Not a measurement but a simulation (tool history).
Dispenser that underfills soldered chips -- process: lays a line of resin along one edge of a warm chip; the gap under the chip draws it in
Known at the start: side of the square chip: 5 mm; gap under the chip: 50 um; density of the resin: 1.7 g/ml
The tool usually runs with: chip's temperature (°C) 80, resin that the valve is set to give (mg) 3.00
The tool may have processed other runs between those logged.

run,day,chip's temperature (°C),resin that the valve is set to give (mg),time until the resin shows at the far edge (s),resin that the valve gave (mg)
1,0.000,80,3.00,42.7,2.938
2,0.258,80,3.00,55.3,2.927
# day 0.450: new syringe of resin
3,0.550,80,3.00,41.8,2.913
4,0.971,80,3.00,64.1,2.900
# day 1.029: new syringe of resin
# day 1.333: dispensing valve cleaned and set on the balance
5,1.442,88,3.00,37.3,3.009
# day 1.638: new syringe of resin
6,1.871,80,3.00,47.6,2.988
# day 2.229: new syringe of resin
7,2.229,80,3.00,37.8,2.972
8,2.642,80,3.00,57.9,2.961
# day 2.788: new syringe of resin
9,3.096,80,2.60,54.3,2.545
# day 3.350: new syringe of resin
10,3.433,80,2.81,42.1,2.744
# day 3.912: new syringe of resin
11,3.912,80,2.81,38.2,2.731
# day 4.183: dispensing valve cleaned and set on the balance
12,4.446,80,2.81,63.1,2.796
# day 4.546: new syringe of resin
13,4.862,80,2.81,55.1,2.793
# day 5.112: new syringe of resin
14,5.138,78,2.67,43.1,2.651
15,5.358,78,2.67,55.6,2.621
# day 5.696: new syringe of resin
16,5.725,78,3.00,43.6,2.956
17,6.121,78,3.00,66.1,2.934
# day 6.258: new syringe of resin
18,6.588,71,2.77,86.7,2.688
19,6.792,82,3.23,59.6,3.113
# day 6.838: new syringe of resin
# day 7.050: dispensing valve cleaned and set on the balance
20,7.171,82,3.23,46.1,3.228
# day 7.442: new syringe of resin
21,7.562,82,3.15,38.8,3.112
22,7.883,85,3.31,47.5,3.273
# day 8.017: new syringe of resin
23,8.192,72,3.90,68.3,3.829
24,8.483,72,3.90,95.5,3.819

Some steps in time until the resin shows at the far edge (s) between neighbouring runs. How much of each would the tool show without its hidden state too (settings, what came in, random variation), and how much is left for the hidden state, with any gauge scatter that isn't in both results?
The tool's hidden condition here consists of: resin's viscosity, % of fresh resin's; dose that the valve gives, % of what is set; true chip temperature over the reading, C; drift of the gauge itself on fill_s, %; drift of the gauge itself on given_mg, %.
Run 11 -> 12: dispensing valve cleaned and set on the balance. time until the resin shows at the far edge (s) +24.9: hidden state +25.5, all else -0.6.
Run 18 -> 19: chip's temperature (°C) 71 -> 82, resin that the valve is set to give (mg) 2.77 -> 3.23. time until the resin shows at the far edge (s) -27.1: hidden state -2.3, all else -24.8.
Run 23 -> 24: no setting changed, nothing entered. time until the resin shows at the far edge (s) +27.2: hidden state +25.9, all else +1.3.

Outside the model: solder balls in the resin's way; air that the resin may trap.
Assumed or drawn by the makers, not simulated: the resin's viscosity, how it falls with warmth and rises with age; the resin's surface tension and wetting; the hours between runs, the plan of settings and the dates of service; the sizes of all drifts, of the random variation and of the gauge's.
